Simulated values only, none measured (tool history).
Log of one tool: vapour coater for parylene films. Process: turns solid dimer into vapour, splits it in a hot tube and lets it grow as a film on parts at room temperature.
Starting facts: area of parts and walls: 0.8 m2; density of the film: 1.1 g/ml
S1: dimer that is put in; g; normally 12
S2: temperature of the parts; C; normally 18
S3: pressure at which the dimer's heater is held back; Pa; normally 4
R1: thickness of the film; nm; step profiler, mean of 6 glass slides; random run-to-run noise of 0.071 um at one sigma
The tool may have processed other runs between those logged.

run,day,S1,S2,S3,R1
1,0,12,18,4,8860
2,0.521,12,18,4.88,8610
3,0.942,12,18,5.48,8330
4,1.358,12,18,5.48,8340
5,1.946,12,18,7.84,7990
6,2.3,21,23,6.05,12680
# day 2.383: table's thermometer calibrated
7,3.05,12,19,7,7880
8,3.379,7,15,5.3,5230
# day 4.046: table's thermometer calibrated, once more
9,4.075,7,15,5.3,5160
10,4.646,6,23,5.3,3630

Had the tool no unlogged condition, and each run kept its random variation, what would the results have been?
Hidden state at play: vapour lost through the trap's worn valve, %; true temperature of the parts over the reading, C; drift of the gauge itself on film_um, %.
run,R1
1,9370
2,9120
3,8850
4,8870
5,8520
6,13530
7,8390
8,5570
9,5590
10,3940
